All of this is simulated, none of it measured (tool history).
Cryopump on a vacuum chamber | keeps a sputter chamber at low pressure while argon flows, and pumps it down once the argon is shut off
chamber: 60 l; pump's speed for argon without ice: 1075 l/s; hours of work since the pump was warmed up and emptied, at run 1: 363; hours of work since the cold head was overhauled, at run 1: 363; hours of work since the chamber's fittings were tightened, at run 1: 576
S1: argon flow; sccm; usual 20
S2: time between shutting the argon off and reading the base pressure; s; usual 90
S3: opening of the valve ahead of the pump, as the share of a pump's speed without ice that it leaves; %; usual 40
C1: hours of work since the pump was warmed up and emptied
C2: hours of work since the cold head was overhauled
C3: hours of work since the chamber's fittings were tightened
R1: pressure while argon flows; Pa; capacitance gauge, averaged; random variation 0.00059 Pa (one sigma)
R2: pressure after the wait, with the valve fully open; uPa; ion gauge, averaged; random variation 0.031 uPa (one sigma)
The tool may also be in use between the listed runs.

| run | hour | S1 | S2 | S3 | C1 | C2 | C3 | R1 | R2 |
|---|---|---|---|---|---|---|---|---|---|
| 1 | 0.0 | 20 | 90 | 40 | 363 | 363 | 576 | 0.0847 | 1.96 |
| 2 | 21.8 | 20 | 90 | 40 | 381 | 381 | 594 | 0.0840 | 2.03 |
| 3 | 38.5 | 20 | 90 | 40 | 394 | 394 | 607 | 0.0845 | 2.06 |
| 4 | 53.0 | 20 | 90 | 40 | 406 | 406 | 619 | 0.0841 | 2.02 |
| 5 | 63.2 | 20 | 90 | 40 | 414 | 414 | 627 | 0.0861 | 2.08 |
| 6 | 86.2 | 20 | 90 | 40 | 432 | 432 | 646 | 0.0851 | 2.10 |
| 7 | 104.5 | 20 | 90 | 42 | 447 | 447 | 660 | 0.0821 | 2.13 |
| 8 | 118.0 | 20 | 90 | 42 | 458 | 458 | 671 | 0.0818 | 2.15 |
| 9 | 141.5 | 20 | 90 | 40 | 477 | 477 | 690 | 0.0861 | 2.15 |
| 10 | 156.8 | 20 | 90 | 40 | 489 | 489 | 702 | 0.0876 | 2.10 |
| 11 | 171.4 | 30 | 90 | 40 | 501 | 501 | 714 | 0.1304 | 2.19 |
| 12 | 182.9 | 20 | 90 | 40 | 510 | 510 | 723 | 0.0876 | 2.17 |
| 13 | 204.8 | 20 | 90 | 40 | 528 | 528 | 741 | 0.0871 | 2.21 |
| 14 | 226.3 | 20 | 90 | 40 | 545 | 545 | 758 | 0.0877 | 2.23 |
| 15 | 248.3 | 20 | 90 | 40 | 563 | 563 | 776 | 0.0876 | 2.14 |
| 16 | 260.1 | 20 | 90 | 40 | 572 | 572 | 786 | 0.0885 | 2.21 |
| 17 | 280.9 | 20 | 90 | 55 | 589 | 589 | 802 | 0.0674 | 2.20 |
| 18 | 297.7 | 27 | 42 | 18 | 603 | 603 | 816 | 0.2518 | 3.68 |
| 19 | 321.1 | 11 | 21 | 45 | 622 | 622 | 835 | 0.0446 | 6.51 |
| 20 | 340.9 | 10 | 68 | 45 | 637 | 637 | 851 | 0.0404 | 2.67 |
| 21 | 363.2 | 20 | 100 | 20 | 655 | 655 | 869 | 0.1692 | 2.19 |
| 22 | 381.2 | 12 | 27 | 40 | 670 | 670 | 883 | 0.0559 | 5.39 |
| 23 | 403.0 | 12 | 27 | 40 | 688 | 688 | 901 | 0.0548 | 5.36 |
| 24 | 427.8 | 12 | 27 | 40 | 707 | 707 | 921 | 0.0562 | 5.33 |
| 25 | 447.8 | 12 | 27 | 40 | 724 | 724 | 937 | 0.0559 | 5.46 |
|  | 464.4 | pump warmed up, emptied and cooled again |
| 26 | 472.9 | 12 | 27 | 40 | 7 | 740 | 953 | 0.0469 | 4.98 |
| 27 | 490.6 | 20 | 90 | 54 | 21 | 754 | 967 | 0.0589 | 2.17 |
| 28 | 512.9 | 20 | 90 | 54 | 39 | 772 | 985 | 0.0582 | 2.23 |
| 29 | 536.8 | 20 | 198 | 40 | 58 | 791 | 1004 | 0.0803 | 1.45 |
| 30 | 552.2 | 20 | 198 | 40 | 71 | 804 | 1017 | 0.0801 | 1.47 |
| 31 | 565.9 | 18 | 73 | 16 | 82 | 815 | 1028 | 0.1789 | 2.50 |
| 32 | 586.4 | 18 | 73 | 16 | 98 | 831 | 1044 | 0.1790 | 2.53 |
| 33 | 604.2 | 18 | 73 | 44 | 113 | 846 | 1059 | 0.0668 | 2.51 |
| 34 | 622.9 | 16 | 90 | 46 | 128 | 861 | 1074 | 0.0571 | 2.25 |

Measured less the same run without the tool's hidden state. The same run-to-run variation is in both; the gauge's scatter may not be:
The hidden state here: pump's speed, % of a pump's without ice; cold plate's temperature, K; leak into the chamber, uPa l/s; drift of the gauge itself on working_pa, %; drift of the gauge itself on base_upa, %.
| run | R1 | R2 |
|---|---|---|
| 1 | +0.0057 | +0.42 |
| 2 | +0.0059 | +0.46 |
| 3 | +0.0062 | +0.47 |
| 4 | +0.0064 | +0.48 |
| 5 | +0.0067 | +0.49 |
| 6 | +0.0070 | +0.52 |
| 7 | +0.0073 | +0.54 |
| 8 | +0.0074 | +0.54 |
| 9 | +0.0079 | +0.57 |
| 10 | +0.0081 | +0.55 |
| 11 | +0.0125 | +0.58 |
| 12 | +0.0086 | +0.59 |
| 13 | +0.0089 | +0.61 |
| 14 | +0.0093 | +0.64 |
| 15 | +0.0096 | +0.63 |
| 16 | +0.0100 | +0.66 |
| 17 | +0.0104 | +0.67 |
| 18 | +0.0144 | +0.69 |
| 19 | +0.0061 | +0.73 |
| 20 | +0.0057 | +0.74 |
| 21 | +0.0119 | +0.78 |
| 22 | +0.0074 | +0.80 |
| 23 | +0.0077 | +0.81 |
| 24 | +0.0080 | +0.83 |
| 25 | +0.0082 | +0.87 |
| 26 | +0.0003 | +0.53 |
| 27 | +0.0007 | +0.57 |
| 28 | +0.0009 | +0.59 |
| 29 | +0.0012 | +0.59 |
| 30 | +0.0014 | +0.59 |
| 31 | +0.0014 | +0.62 |
| 32 | +0.0015 | +0.64 |
| 33 | +0.0018 | +0.65 |
| 34 | +0.0017 | +0.67 |
